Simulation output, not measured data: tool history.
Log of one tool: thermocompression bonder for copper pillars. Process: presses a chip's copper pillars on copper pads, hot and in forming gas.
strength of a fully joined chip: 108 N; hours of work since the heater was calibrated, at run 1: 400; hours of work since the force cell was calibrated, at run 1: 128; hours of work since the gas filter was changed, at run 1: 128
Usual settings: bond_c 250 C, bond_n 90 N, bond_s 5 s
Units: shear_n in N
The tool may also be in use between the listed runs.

| run | day | bond_c | bond_n | bond_s | hours of work since the heater was calibrated | hours of work since the force cell was calibrated | hours of work since the gas filter was changed | shear_n |
|---|---|---|---|---|---|---|---|---|
| 1 | 0.000 | 250 | 90 | 5 | 400 | 128 | 128 | 70.5 |
| 2 | 1.042 | 250 | 90 | 5 | 411 | 139 | 139 | 70.5 |
| 3 | 2.033 | 250 | 90 | 8 | 422 | 149 | 149 | 79.0 |
| 4 | 2.779 | 250 | 90 | 8 | 429 | 157 | 157 | 77.7 |
| 5 | 3.675 | 250 | 90 | 8 | 439 | 166 | 166 | 78.1 |
| 6 | 4.488 | 250 | 90 | 5 | 447 | 175 | 175 | 69.3 |
| 7 | 5.104 | 250 | 90 | 5 | 454 | 181 | 181 | 68.8 |
| 8 | 5.829 | 250 | 90 | 5 | 461 | 189 | 189 | 68.3 |
| 9 | 6.804 | 257 | 90 | 5 | 472 | 199 | 199 | 72.4 |
| 10 | 7.550 | 257 | 90 | 5 | 479 | 207 | 207 | 72.8 |
| 11 | 8.612 | 236 | 90 | 5 | 491 | 218 | 218 | 58.9 |
| 12 | 9.096 | 250 | 90 | 5 | 496 | 223 | 223 | 67.9 |
| 13 | 10.171 | 250 | 90 | 10 | 507 | 235 | 235 | 79.5 |
|  | 10.754 | forming gas filter changed |
| 14 | 10.754 | 250 | 90 | 10 | 513 | 240 | 0 | 88.1 |
| 15 | 11.854 | 250 | 90 | 5 | 524 | 252 | 12 | 75.0 |
| 16 | 12.775 | 250 | 90 | 5 | 534 | 262 | 21 | 75.2 |
| 17 | 13.721 | 250 | 90 | 5 | 544 | 272 | 31 | 75.2 |
| 18 | 14.338 | 250 | 90 | 5 | 550 | 278 | 38 | 74.6 |
| 19 | 15.025 | 250 | 90 | 5 | 558 | 285 | 45 | 75.4 |
| 20 | 15.871 | 250 | 61 | 5 | 566 | 294 | 54 | 56.6 |
| 21 | 16.708 | 250 | 61 | 5 | 575 | 303 | 62 | 55.6 |
| 22 | 17.675 | 250 | 61 | 5 | 585 | 313 | 73 | 56.2 |
| 23 | 18.246 | 250 | 105 | 7 | 591 | 319 | 79 | 86.4 |
| 24 | 18.783 | 250 | 56 | 14 | 597 | 325 | 84 | 71.0 |
| 25 | 19.762 | 248 | 109 | 6 | 607 | 335 | 94 | 82.5 |
| 26 | 20.442 | 258 | 98 | 15 | 614 | 342 | 102 | 96.6 |
| 27 | 21.488 | 258 | 98 | 15 | 625 | 353 | 113 | 96.3 |
| 28 | 22.121 | 228 | 90 | 11 | 632 | 360 | 119 | 72.5 |
| 29 | 22.842 | 250 | 74 | 9 | 639 | 367 | 127 | 75.9 |
| 30 | 24.004 | 261 | 115 | 12 | 652 | 379 | 139 | 96.5 |
| 31 | 24.767 | 250 | 68 | 3 | 660 | 387 | 147 | 50.6 |
| 32 | 25.904 | 271 | 115 | 3 | 672 | 399 | 159 | 86.0 |
| 33 | 27.050 | 271 | 115 | 3 | 684 | 411 | 171 | 84.3 |
| 34 | 27.783 | 271 | 61 | 6 | 691 | 419 | 179 | 69.9 |
| 35 | 28.879 | 271 | 61 | 6 | 703 | 430 | 190 | 70.4 |
| 36 | 29.796 | 247 | 112 | 7 | 712 | 440 | 200 | 83.2 |
| 37 | 30.871 | 254 | 90 | 14 | 724 | 451 | 211 | 87.7 |
| 38 | 31.867 | 250 | 72 | 5 | 734 | 462 | 221 | 60.1 |
| 39 | 32.888 | 236 | 72 | 5 | 745 | 472 | 232 | 50.4 |

4 ways to go on from here, each from the tool as it stands after run 39. What would each give?
|  | 33.712 | forming gas filter changed |
| A | 33.712 | 254 | 72 | 4 | 753 | 481 | 0 | ? |
|  | 33.712 | forming gas filter changed |
| B | 33.712 | 236 | 72 | 3 | 753 | 481 | 0 | ? |
|  | 33.712 | forming gas filter changed |
| C | 33.712 | 240 | 90 | 12 | 753 | 481 | 0 | ? |
|  | 33.712 | forming gas filter changed |
| D | 33.712 | 238 | 56 | 10 | 753 | 481 | 0 | ? |

| run | shear_n |
|---|---|
| A | 65.9 |
| B | 48.7 |
| C | 87.4 |
| D | 60.5 |
Without the tool's hidden state the same runs would have given:
| run | shear_n |
|---|---|
| A | 60.1 |
| B | 43.3 |
| C | 82.0 |
| D | 54.5 |
